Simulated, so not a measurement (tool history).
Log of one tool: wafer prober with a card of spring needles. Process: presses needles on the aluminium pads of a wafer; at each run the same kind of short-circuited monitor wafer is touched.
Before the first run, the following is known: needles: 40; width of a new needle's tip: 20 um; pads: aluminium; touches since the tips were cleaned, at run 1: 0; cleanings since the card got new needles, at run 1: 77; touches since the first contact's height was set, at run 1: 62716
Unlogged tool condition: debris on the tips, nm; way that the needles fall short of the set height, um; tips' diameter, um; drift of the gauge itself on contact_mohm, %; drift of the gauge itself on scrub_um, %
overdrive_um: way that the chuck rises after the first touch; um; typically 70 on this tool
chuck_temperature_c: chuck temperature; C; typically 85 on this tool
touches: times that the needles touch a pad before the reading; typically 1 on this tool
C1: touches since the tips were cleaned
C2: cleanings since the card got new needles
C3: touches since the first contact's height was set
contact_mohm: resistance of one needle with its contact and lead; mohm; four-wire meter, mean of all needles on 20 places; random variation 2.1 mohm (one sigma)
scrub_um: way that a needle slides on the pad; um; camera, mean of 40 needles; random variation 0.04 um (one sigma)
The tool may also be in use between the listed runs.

run 1 hour=0.0 | overdrive_um=70 chuck_temperature_c=85 touches=1 | C1=0 C2=77 C3=62716 | contact_mohm=237 scrub_um=15.45
-- hour=10.1 tips cleaned on abrasive film
-- hour=18.2 tips cleaned on abrasive film
-- hour=28.3 tips cleaned on abrasive film
run 2 hour=30.5 | overdrive_um=70 chuck_temperature_c=85 touches=1 | C1=1497 C2=80 C3=82751 | contact_mohm=273 scrub_um=15.38
-- hour=36.6 tips cleaned on abrasive film
-- hour=46.7 tips cleaned on abrasive film
-- hour=56.8 tips cleaned on abrasive film
-- hour=66.9 tips cleaned on abrasive film
-- hour=77.0 tips cleaned on abrasive film
-- hour=87.1 tips cleaned on abrasive film
run 3 hour=92.2 | overdrive_um=55 chuck_temperature_c=85 touches=1 | C1=3413 C2=86 C3=123242 | contact_mohm=353 scrub_um=11.86
-- hour=96.3 tips cleaned on abrasive film
-- hour=104.4 tips cleaned on abrasive film
-- hour=104.7 height of the first contact set anew
-- hour=112.8 tips cleaned on abrasive film
-- hour=122.9 tips cleaned on abrasive film
-- hour=133.0 tips cleaned on abrasive film
run 4 hour=137.3 | overdrive_um=55 chuck_temperature_c=85 touches=1 | C1=2878 C2=91 C3=21417 | contact_mohm=340 scrub_um=12.23
-- hour=141.4 tips cleaned on abrasive film
-- hour=149.5 tips cleaned on abrasive film
-- hour=157.6 tips cleaned on abrasive film
-- hour=165.7 tips cleaned on abrasive film
-- hour=173.8 tips cleaned on abrasive film
-- hour=183.9 tips cleaned on abrasive film
run 5 hour=191.2 | overdrive_um=55 chuck_temperature_c=85 touches=1 | C1=4858 C2=97 C3=56728 | contact_mohm=382 scrub_um=12.09
-- hour=193.3 tips cleaned on abrasive film
-- hour=201.4 tips cleaned on abrasive film
-- hour=209.5 tips cleaned on abrasive film
-- hour=217.6 tips cleaned on abrasive film
run 6 hour=222.0 | overdrive_um=70 chuck_temperature_c=85 touches=1 | C1=2978 C2=101 C3=76920 | contact_mohm=309 scrub_um=15.42
-- hour=226.1 tips cleaned on abrasive film
-- hour=234.2 tips cleaned on abrasive film
-- hour=244.3 tips cleaned on abrasive film
-- hour=254.4 tips cleaned on abrasive film
-- hour=262.5 tips cleaned on abrasive film
run 7 hour=266.9 | overdrive_um=70 chuck_temperature_c=85 touches=1 | C1=2891 C2=106 C3=106294 | contact_mohm=302 scrub_um=15.29
-- hour=271.0 tips cleaned on abrasive film
-- hour=279.0 tips cleaned on abrasive film
-- hour=287.1 tips cleaned on abrasive film
-- hour=295.2 tips cleaned on abrasive film
-- hour=305.3 tips cleaned on abrasive film
-- hour=305.6 height of the first contact set anew
-- hour=314.9 tips cleaned on abrasive film
run 8 hour=314.9 | overdrive_um=70 chuck_temperature_c=85 touches=1 | C1=0 C2=112 C3=6118 | contact_mohm=241 scrub_um=15.55
-- hour=323.0 tips cleaned on abrasive film
-- hour=331.1 tips cleaned on abrasive film
-- hour=341.2 tips cleaned on abrasive film
-- hour=349.3 tips cleaned on abrasive film
run 9 hour=356.4 | overdrive_um=70 chuck_temperature_c=85 touches=1 | C1=4714 C2=116 C3=33344 | contact_mohm=324 scrub_um=15.48
-- hour=358.5 tips cleaned on abrasive film
-- hour=368.6 tips cleaned on abrasive film
-- hour=376.7 tips cleaned on abrasive film
-- hour=384.8 tips cleaned on abrasive film
run 10 hour=385.9 | overdrive_um=70 chuck_temperature_c=85 touches=1 | C1=754 C2=120 C3=52637 | contact_mohm=261 scrub_um=15.43
-- hour=394.0 tips cleaned on abrasive film
-- hour=402.1 tips cleaned on abrasive film
-- hour=410.2 tips cleaned on abrasive film
-- hour=420.3 tips cleaned on abrasive film
-- hour=428.4 tips cleaned on abrasive film
-- hour=438.1 tips cleaned on abrasive film
run 11 hour=438.1 | overdrive_um=70 chuck_temperature_c=85 touches=2 | C1=0 C2=126 C3=86827 | contact_mohm=247 scrub_um=15.33
-- hour=446.2 tips cleaned on abrasive film
-- hour=456.3 tips cleaned on abrasive film
-- hour=464.4 tips cleaned on abrasive film
-- hour=474.5 tips cleaned on abrasive film
-- hour=482.6 tips cleaned on abrasive film
run 12 hour=485.9 | overdrive_um=70 chuck_temperature_c=85 touches=2 | C1=2230 C2=131 C3=118189 | contact_mohm=279 scrub_um=15.30
-- hour=492.0 tips cleaned on abrasive film
-- hour=500.1 tips cleaned on abrasive film
-- hour=506.4 height of the first contact set anew
-- hour=510.5 tips cleaned on abrasive film
-- hour=520.6 tips cleaned on abrasive film
run 13 hour=522.0 | overdrive_um=73 chuck_temperature_c=85 touches=2 | C1=919 C2=135 C3=10189 | contact_mohm=255 scrub_um=16.20
-- hour=530.1 tips cleaned on abrasive film
-- hour=538.2 tips cleaned on abrasive film
-- hour=548.3 tips cleaned on abrasive film
-- hour=556.3 tips cleaned on abrasive film
-- hour=566.4 tips cleaned on abrasive film
-- hour=576.5 tips cleaned on abrasive film
run 14 hour=580.9 | overdrive_um=73 chuck_temperature_c=85 touches=2 | C1=2936 C2=141 C3=48879 | contact_mohm=274 scrub_um=16.17
-- hour=585.0 tips cleaned on abrasive film
-- hour=593.1 tips cleaned on abrasive film
-- hour=601.2 tips cleaned on abrasive film
-- hour=609.3 tips cleaned on abrasive film
-- hour=619.4 tips cleaned on abrasive film
run 15 hour=622.6 | overdrive_um=73 chuck_temperature_c=85 touches=2 | C1=2111 C2=146 C3=76148 | contact_mohm=275 scrub_um=16.13
-- hour=628.7 tips cleaned on abrasive film
-- hour=636.8 tips cleaned on abrasive film
-- hour=644.9 tips cleaned on abrasive film
-- hour=653.0 tips cleaned on abrasive film
-- hour=661.0 tips cleaned on abrasive film
run 16 hour=667.2 | overdrive_um=73 chuck_temperature_c=85 touches=2 | C1=4102 C2=151 C3=105411 | contact_mohm=296 scrub_um=15.93
-- hour=669.3 tips cleaned on abrasive film
-- hour=679.4 tips cleaned on abrasive film
-- hour=689.5 tips cleaned on abrasive film
-- hour=697.6 tips cleaned on abrasive film
-- hour=705.7 tips cleaned on abrasive film
-- hour=706.0 height of the first contact set anew
-- hour=716.1 tips cleaned on abrasive film
run 17 hour=723.0 | overdrive_um=73 chuck_temperature_c=85 touches=2 | C1=4581 C2=157 C3=11202 | contact_mohm=295 scrub_um=16.18
-- hour=725.1 tips cleaned on abrasive film
-- hour=733.2 tips cleaned on abrasive film
-- hour=741.3 tips cleaned on abrasive film
-- hour=751.4 tips cleaned on abrasive film
-- hour=759.5 tips cleaned on abrasive film
-- hour=767.5 tips cleaned on abrasive film
-- hour=779.5 card fitted with new needles
run 18 hour=781.2 | overdrive_um=73 chuck_temperature_c=85 touches=2 | C1=1102 C2=0 C3=1102 | contact_mohm=244 scrub_um=16.20
-- hour=789.3 tips cleaned on abrasive film
-- hour=797.4 tips cleaned on abrasive film
-- hour=805.5 tips cleaned on abrasive film
-- hour=815.6 tips cleaned on abrasive film
run 19 hour=818.2 | overdrive_um=57 chuck_temperature_c=64 touches=2 | C1=1723 C2=4 C3=25335 | contact_mohm=268 scrub_um=12.62
-- hour=824.3 tips cleaned on abrasive film
-- hour=832.4 tips cleaned on abrasive film
-- hour=840.4 tips cleaned on abrasive film
-- hour=848.5 tips cleaned on abrasive film
-- hour=856.6 tips cleaned on abrasive film
run 20 hour=861.4 | overdrive_um=57 chuck_temperature_c=64 touches=2 | C1=3138 C2=9 C3=53632 | contact_mohm=282 scrub_um=12.46
-- hour=865.5 tips cleaned on abrasive film
-- hour=873.5 tips cleaned on abrasive film
-- hour=881.6 tips cleaned on abrasive film
-- hour=891.7 tips cleaned on abrasive film
run 21 hour=892.9 | overdrive_um=80 chuck_temperature_c=102 touches=1 | C1=772 C2=13 C3=74267 | contact_mohm=251 scrub_um=17.58
-- hour=901.0 tips cleaned on abrasive film
-- hour=909.1 tips cleaned on abrasive film
-- hour=919.2 tips cleaned on abrasive film
-- hour=927.3 tips cleaned on abrasive film
run 22 hour=932.0 | overdrive_um=73 chuck_temperature_c=85 touches=2 | C1=3166 C2=17 C3=99946 | contact_mohm=268 scrub_um=15.95
-- hour=936.1 tips cleaned on abrasive film
-- hour=944.2 tips cleaned on abrasive film
-- hour=954.3 tips cleaned on abrasive film
-- hour=964.4 tips cleaned on abrasive film
-- hour=972.5 tips cleaned on abrasive film
-- hour=980.6 tips cleaned on abrasive film
-- hour=980.9 height of the first contact set anew
run 23 hour=988.8 | overdrive_um=68 chuck_temperature_c=85 touches=2 | C1=5278 C2=23 C3=5278 | contact_mohm=290 scrub_um=15.09
-- hour=990.9 tips cleaned on abrasive film
-- hour=1001.0 tips cleaned on abrasive film
-- hour=1009.1 tips cleaned on abrasive film
-- hour=1019.2 tips cleaned on abrasive film
-- hour=1029.3 tips cleaned on abrasive film
-- hour=1037.4 tips cleaned on abrasive film
run 24 hour=1039.6 | overdrive_um=65 chuck_temperature_c=47 touches=1 | C1=1465 C2=29 C3=38525 | contact_mohm=269 scrub_um=14.33

Below are 3 alternative next runs, each starting from the tool's condition after run 24. Predict each:
-- hour=1045.7 tips cleaned on abrasive film
-- hour=1055.8 tips cleaned on abrasive film
-- hour=1063.9 tips cleaned on abrasive film
-- hour=1072.0 tips cleaned on abrasive film
-- hour=1080.1 tips cleaned on abrasive film
-- hour=1088.1 tips cleaned on abrasive film
run A hour=1091.5 | overdrive_um=55 chuck_temperature_c=85 touches=1 | C1=2192 C2=35 C3=72495 | contact_mohm=? scrub_um=?
-- hour=1045.7 tips cleaned on abrasive film
-- hour=1055.8 tips cleaned on abrasive film
-- hour=1063.9 tips cleaned on abrasive film
-- hour=1072.0 tips cleaned on abrasive film
-- hour=1080.1 tips cleaned on abrasive film
-- hour=1088.1 tips cleaned on abrasive film
run B hour=1091.5 | overdrive_um=75 chuck_temperature_c=123 touches=2 | C1=2192 C2=35 C3=72495 | contact_mohm=? scrub_um=?
-- hour=1045.7 tips cleaned on abrasive film
-- hour=1055.8 tips cleaned on abrasive film
-- hour=1063.9 tips cleaned on abrasive film
-- hour=1072.0 tips cleaned on abrasive film
-- hour=1080.1 tips cleaned on abrasive film
-- hour=1088.1 tips cleaned on abrasive film
run C hour=1091.5 | overdrive_um=70 chuck_temperature_c=92 touches=3 | C1=2192 C2=35 C3=72495 | contact_mohm=? scrub_um=?

run=A contact_mohm=319 scrub_um=12.09
run=B contact_mohm=267 scrub_um=16.45
run=C contact_mohm=260 scrub_um=15.35
Had the tool no hidden state, the same runs would have come out as:
run=A contact_mohm=234 scrub_um=12.28
run=B contact_mohm=240 scrub_um=16.64
run=C contact_mohm=240 scrub_um=15.54

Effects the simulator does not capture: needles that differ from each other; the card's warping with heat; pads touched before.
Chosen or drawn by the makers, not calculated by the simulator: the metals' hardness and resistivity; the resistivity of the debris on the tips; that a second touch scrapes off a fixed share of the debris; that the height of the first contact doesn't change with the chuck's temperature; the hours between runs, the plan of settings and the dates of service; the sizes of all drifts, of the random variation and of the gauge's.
